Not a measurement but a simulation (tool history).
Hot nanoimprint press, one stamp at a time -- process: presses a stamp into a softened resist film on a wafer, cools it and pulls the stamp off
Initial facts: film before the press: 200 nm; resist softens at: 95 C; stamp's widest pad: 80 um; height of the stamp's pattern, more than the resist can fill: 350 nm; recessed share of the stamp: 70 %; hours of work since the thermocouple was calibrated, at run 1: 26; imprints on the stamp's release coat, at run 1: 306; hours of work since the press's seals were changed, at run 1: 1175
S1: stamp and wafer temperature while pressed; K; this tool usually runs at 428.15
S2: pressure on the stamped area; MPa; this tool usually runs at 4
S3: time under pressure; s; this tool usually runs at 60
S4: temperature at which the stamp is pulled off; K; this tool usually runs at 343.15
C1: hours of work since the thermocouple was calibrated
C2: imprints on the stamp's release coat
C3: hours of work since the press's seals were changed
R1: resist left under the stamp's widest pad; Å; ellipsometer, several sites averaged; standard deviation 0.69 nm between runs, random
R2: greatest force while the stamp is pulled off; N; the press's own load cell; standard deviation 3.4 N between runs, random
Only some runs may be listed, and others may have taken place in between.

{"run": 1, "day": 0.0, "S1": 428.15, "S2": 4, "S3": 60, "S4": 343.15, "C1": 26, "C2": 306, "C3": 1175, "R1": 831, "R2": 168}
{"day": 0.871, "done": "press's hydraulic seals changed and the load cell set to zero"}
{"day": 2.388, "done": "stamp cleaned and given a new release coat"}
{"run": 2, "day": 2.638, "S1": 428.15, "S2": 4, "S3": 60, "S4": 343.15, "C1": 59, "C2": 28, "C3": 25, "R1": 799, "R2": 168}
{"run": 3, "day": 4.688, "S1": 428.15, "S2": 4, "S3": 60, "S4": 343.15, "C1": 93, "C2": 263, "C3": 58, "R1": 807, "R2": 170}
{"run": 4, "day": 6.738, "S1": 428.15, "S2": 4, "S3": 60, "S4": 343.15, "C1": 126, "C2": 497, "C3": 92, "R1": 808, "R2": 181}
{"day": 7.142, "done": "stamp cleaned and given a new release coat"}
{"run": 5, "day": 7.892, "S1": 428.15, "S2": 4, "S3": 60, "S4": 343.15, "C1": 141, "C2": 86, "C3": 106, "R1": 814, "R2": 164}
{"run": 6, "day": 9.342, "S1": 428.15, "S2": 4, "S3": 60, "S4": 343.15, "C1": 164, "C2": 252, "C3": 130, "R1": 813, "R2": 173}
{"run": 7, "day": 10.479, "S1": 428.15, "S2": 4, "S3": 60, "S4": 343.15, "C1": 183, "C2": 382, "C3": 148, "R1": 814, "R2": 176}
{"day": 11.938, "done": "stamp cleaned and given a new release coat"}
{"run": 8, "day": 12.067, "S1": 428.15, "S2": 4, "S3": 60, "S4": 347.15, "C1": 205, "C2": 15, "C3": 170, "R1": 819, "R2": 165}
{"run": 9, "day": 14.05, "S1": 428.15, "S2": 4, "S3": 60, "S4": 347.15, "C1": 237, "C2": 242, "C3": 203, "R1": 827, "R2": 170}
{"run": 10, "day": 14.971, "S1": 428.15, "S2": 2.4, "S3": 60, "S4": 343.15, "C1": 252, "C2": 347, "C3": 218, "R1": 1009, "R2": 180}
{"day": 16.662, "done": "stamp cleaned and given a new release coat"}
{"run": 11, "day": 17.05, "S1": 428.15, "S2": 2.4, "S3": 60, "S4": 343.15, "C1": 282, "C2": 44, "C3": 247, "R1": 1015, "R2": 169}
{"day": 17.533, "done": "plate thermocouple calibrated"}
{"run": 12, "day": 19.071, "S1": 428.15, "S2": 2.4, "S3": 60, "S4": 343.15, "C1": 25, "C2": 261, "C3": 278, "R1": 976, "R2": 174}
{"run": 13, "day": 20.129, "S1": 428.15, "S2": 2.4, "S3": 60, "S4": 343.15, "C1": 42, "C2": 382, "C3": 296, "R1": 975, "R2": 179}
{"day": 21.525, "done": "stamp cleaned and given a new release coat"}
{"run": 14, "day": 21.821, "S1": 433.15, "S2": 2.86, "S3": 54, "S4": 334.15, "C1": 66, "C2": 34, "C3": 319, "R1": 754, "R2": 176}
{"run": 15, "day": 23.567, "S1": 431.15, "S2": 3.9, "S3": 54, "S4": 341.15, "C1": 94, "C2": 234, "C3": 348, "R1": 732, "R2": 174}
{"run": 16, "day": 24.596, "S1": 423.15, "S2": 4, "S3": 60, "S4": 340.15, "C1": 111, "C2": 351, "C3": 364, "R1": 1032, "R2": 174}
{"day": 26.338, "done": "stamp cleaned and given a new release coat"}
{"run": 17, "day": 26.829, "S1": 428.15, "S2": 4, "S3": 60, "S4": 328.15, "C1": 143, "C2": 56, "C3": 397, "R1": 811, "R2": 190}
{"run": 18, "day": 28.679, "S1": 420.15, "S2": 6.27, "S3": 60, "S4": 337.15, "C1": 174, "C2": 268, "C3": 427, "R1": 1022, "R2": 185}
{"run": 19, "day": 30.475, "S1": 436.15, "S2": 3.42, "S3": 94, "S4": 337.15, "C1": 203, "C2": 473, "C3": 456, "R1": 476, "R2": 191}
{"day": 31.025, "done": "stamp cleaned and given a new release coat"}
{"run": 20, "day": 32.758, "S1": 436.15, "S2": 3.42, "S3": 94, "S4": 337.15, "C1": 236, "C2": 198, "C3": 489, "R1": 475, "R2": 179}
{"run": 21, "day": 34.042, "S1": 429.15, "S2": 3.42, "S3": 31, "S4": 337.15, "C1": 257, "C2": 345, "C3": 510, "R1": 1086, "R2": 179}
{"run": 22, "day": 34.962, "S1": 429.15, "S2": 4, "S3": 31, "S4": 337.15, "C1": 272, "C2": 450, "C3": 525, "R1": 1033, "R2": 188}
{"day": 35.758, "done": "stamp cleaned and given a new release coat"}
{"day": 36.317, "done": "plate thermocouple calibrated"}
{"run": 23, "day": 36.404, "S1": 417.15, "S2": 4, "S3": 93, "S4": 343.15, "C1": 1, "C2": 59, "C3": 543, "R1": 1163, "R2": 165}
{"run": 24, "day": 37.408, "S1": 417.15, "S2": 5.76, "S3": 61, "S4": 343.15, "C1": 18, "C2": 174, "C3": 559, "R1": 1195, "R2": 171}
{"run": 25, "day": 38.679, "S1": 417.15, "S2": 2.57, "S3": 59, "S4": 343.15, "C1": 39, "C2": 320, "C3": 580, "R1": 1507, "R2": 172}
{"run": 26, "day": 39.908, "S1": 428.15, "S2": 4, "S3": 74, "S4": 332.15, "C1": 59, "C2": 460, "C3": 600, "R1": 737, "R2": 196}

Difference, measured minus no-hidden-state, one row per run. Run-to-run variation is common to both terms; the gauge's own scatter need not be:
Unlogged tool condition in this case: true temperature over the reading, C; pressure that arrives at the usual setting, %; grip of the stamp's worn release coat, % over a new coat's; drift of the gauge itself on residual_nm, %; drift of the gauge itself on pull_off_n, %.
run=1 R1=+38 R2=+9
run=2 R1=+10 R2=+1
run=3 R1=+15 R2=+8
run=4 R1=+20 R2=+16
run=5 R1=+22 R2=+3
run=6 R1=+26 R2=+8
run=7 R1=+29 R2=+12
run=8 R1=+31 R2=+1
run=9 R1=+36 R2=+9
run=10 R1=+40 R2=+12
run=11 R1=+44 R2=+3
run=12 R1=+0 R2=+8
run=13 R1=+3 R2=+11
run=14 R1=+6 R2=+1
run=15 R1=+12 R2=+8
run=16 R1=+19 R2=+11
run=17 R1=+20 R2=+3
run=18 R1=+37 R2=+9
run=19 R1=+16 R2=+16
run=20 R1=+19 R2=+7
run=21 R1=+39 R2=+11
run=22 R1=+42 R2=+15
run=23 R1=+7 R2=+1
run=24 R1=+17 R2=+5
run=25 R1=+6 R2=+9
run=26 R1=+14 R2=+16
